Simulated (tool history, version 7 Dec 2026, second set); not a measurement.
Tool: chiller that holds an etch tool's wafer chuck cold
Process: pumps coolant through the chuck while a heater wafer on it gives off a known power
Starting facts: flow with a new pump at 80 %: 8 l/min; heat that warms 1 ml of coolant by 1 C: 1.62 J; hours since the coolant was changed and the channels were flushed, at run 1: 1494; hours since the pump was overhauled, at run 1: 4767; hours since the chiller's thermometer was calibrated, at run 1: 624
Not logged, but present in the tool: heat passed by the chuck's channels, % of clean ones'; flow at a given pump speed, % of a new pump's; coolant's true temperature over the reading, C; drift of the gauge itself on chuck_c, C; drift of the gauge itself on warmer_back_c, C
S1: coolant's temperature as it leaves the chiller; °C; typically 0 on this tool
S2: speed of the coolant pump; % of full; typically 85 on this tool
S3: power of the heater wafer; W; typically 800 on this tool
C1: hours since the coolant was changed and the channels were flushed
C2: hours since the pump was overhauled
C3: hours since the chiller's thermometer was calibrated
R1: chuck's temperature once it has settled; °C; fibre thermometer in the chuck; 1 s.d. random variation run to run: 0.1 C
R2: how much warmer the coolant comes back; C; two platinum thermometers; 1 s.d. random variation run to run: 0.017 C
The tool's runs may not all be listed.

run	hour	S1	S2	S3	C1	C2	C3	R1	R2
1	0.0	0	85	800	1494	4767	624	8.7	3.51
# hour 67.4: coolant pump overhauled
2	96.7	-4	85	800	1586	29	716	4.9	3.48
3	306.7	7	85	800	1796	239	926	15.7	3.49
4	502.3	7	85	800	1991	435	1121	15.9	3.50
5	592.6	0	85	513	2082	525	1212	5.7	2.22
6	699.0	0	85	800	2188	632	1318	8.8	3.46
7	878.5	0	85	800	2368	811	1498	8.9	3.49
8	968.7	-2	85	800	2458	901	1588	6.8	3.47
9	1137.8	0	85	800	2627	1070	1757	8.8	3.51
10	1293.8	0	85	800	2783	1226	1913	8.8	3.48
11	1509.4	0	97	800	2998	1442	2128	8.2	3.07
12	1663.1	0	97	800	3152	1596	2282	8.3	3.07
13	1872.5	0	85	800	3361	1805	2491	8.7	3.53
14	1966.1	0	66	800	3455	1899	2585	10.1	4.45
15	2084.5	0	85	1134	3573	2017	2704	12.4	4.93
16	2240.9	0	85	691	3730	2173	2860	7.5	3.01
# hour 2275.9: chiller's thermometer calibrated
17	2416.9	0	93	963	3905	2348	141	9.9	3.85
# hour 2482.9: coolant changed, channels flushed
18	2567.3	0	93	963	84	2493	285	10.2	3.86
19	2734.4	0	93	963	251	2660	453	10.3	3.87
20	2952.9	-9	83	400	470	2878	671	-4.6	1.80
21	3136.1	4	81	462	653	3062	854	9.2	2.08
22	3243.0	4	81	462	760	3169	961	9.2	2.10
23	3339.7	-7	97	803	857	3265	1058	1.3	3.06
24	3554.4	-7	97	803	1071	3480	1273	1.1	3.07
25	3688.9	-5	98	596	1206	3614	1407	1.0	2.28
26	3842.8	-5	99	714	1360	3768	1561	2.4	2.72
27	4060.2	0	83	458	1577	3986	1778	5.1	2.07
28	4243.6	0	83	458	1761	4169	1962	5.1	2.04
29	4363.5	5	71	800	1881	4289	2082	14.7	4.15
30	4479.1	-1	63	449	1996	4405	2197	4.7	2.62
31	4584.2	-1	78	734	2101	4510	2302	7.5	3.52

Across each entry between runs, compare the hidden state at the last listed run before it with the hidden state at the first listed run after it:
From run 1 to run 2: coolant pump overhauled (hour 67.4)
  flow at a given pump speed, % of a new pump's: 99.9 -> 100
From run 16 to run 17: chiller's thermometer calibrated (hour 2275.9)
  coolant's true temperature over the reading, C: 0.01 -> 0
From run 17 to run 18: coolant changed, channels flushed (hour 2482.9)
  heat passed by the chuck's channels, % of clean ones': 99.8 -> 100

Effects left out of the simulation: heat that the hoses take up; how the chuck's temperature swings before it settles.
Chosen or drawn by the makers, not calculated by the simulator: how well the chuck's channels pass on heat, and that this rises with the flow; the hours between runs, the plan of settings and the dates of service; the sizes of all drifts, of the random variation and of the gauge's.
